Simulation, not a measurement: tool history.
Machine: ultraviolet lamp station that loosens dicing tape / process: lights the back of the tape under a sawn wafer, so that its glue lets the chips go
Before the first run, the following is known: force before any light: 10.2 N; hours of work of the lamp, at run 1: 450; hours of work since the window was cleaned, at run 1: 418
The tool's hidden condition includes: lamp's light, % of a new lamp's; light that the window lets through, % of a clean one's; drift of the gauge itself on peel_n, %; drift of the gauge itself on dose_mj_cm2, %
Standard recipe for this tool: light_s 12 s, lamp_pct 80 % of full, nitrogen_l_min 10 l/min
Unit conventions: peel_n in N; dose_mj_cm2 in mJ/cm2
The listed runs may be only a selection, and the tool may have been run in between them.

run     day  light_s  lamp_pct  nitrogen_l_min  hours of work of the lamp  hours of work since the window was cleaned  peel_n  dose_mj_cm2
  1       0       12        80              10                        450                                         418    1.73          443
  2   0.954       12        80              10                        462                                         430   1.717          430
  3   1.433       12        80              10                        469                                         436    1.76          437
  4   2.438       12        80              10                        482                                         450   1.789          427
  5   3.371       12        90              10                        494                                         462   1.416          482
      3.954  -- window cleaned of glue's vapour
  6   3.967       12        90              10                        501                                           0   1.587          470
  7   4.842       12        90              10                        513                                          12   1.535          463
  8   5.738       12        90              10                        525                                          23   1.533          461
  9   6.871       12        90              10                        540                                          38   1.614          461
 10   7.783        6        80              10                        552                                          50   4.326          204
 11   8.475        6        80              10                        561                                          59   4.359          202
 12   8.971        6        80              10                        567                                          66   4.352          196
      9.358  -- window cleaned of glue's vapour, once more
 13   9.938        6        80              10                        580                                           8   3.672          249
 14  11.092       12        80              10                        595                                          23   1.417          500
 15  12.021       12        80              10                        607                                          35   1.402          490
 16  12.829        6        80              10                        617                                          45   3.737          245
 17  13.421        6        80              10                        625                                          53    3.64          244
 18  14.533        6        80              10                        640                                          68   3.595          242
 19  15.254        6        80              10                        649                                          77   3.656          241
 20  15.929        8        80              10                        658                                          86   2.741          319
 21  16.592        8        69              10                        667                                          95   3.273          274
 22  17.446        8        69              10                        678                                         106    3.18          278
 23  18.062        8        69              10                        686                                         114   3.197          273
 24  19.192       12        80               7                        701                                         129   1.892          466
 25   20.25       12        74              10                        715                                         143    1.73          434
 26  21.288        9        64              14                        728                                         156   2.817          284
 27  22.129       18        68               4                        739                                         168   1.887          591
 28    23.3        6        86              10                        755                                         183   3.725          246
 29  24.029       15        77               5                        764                                         192   1.899          555
 30  25.067       15        77               5                        778                                         206   1.904          550
 31  25.967       15        77               5                        790                                         218   1.852          542
 32  26.925       15        77               5                        802                                         230    1.92          541
 33  27.658        6        96               3                        812                                         240   4.997          266
 34  28.688       12        80               6                        826                                         254   2.348          443
 35    29.8       12        80               6                        840                                         268   2.264          442
 36  30.688       12        80               6                        852                                         280   2.311          438
 37  31.475       12        80               6                        862                                         290   2.379          433
 38  32.088       12        92               6                        870                                         298   1.952          505

Forecast run 39:
 39  33.012       12        92               6                        882                                         310       ?            ?

peel_n: 1.924 N
dose_mj_cm2: 497 mJ/cm2
Minus the tool's unlogged condition, the same run would have read peel_n 1.306 N, dose_mj_cm2 620 mJ/cm2.
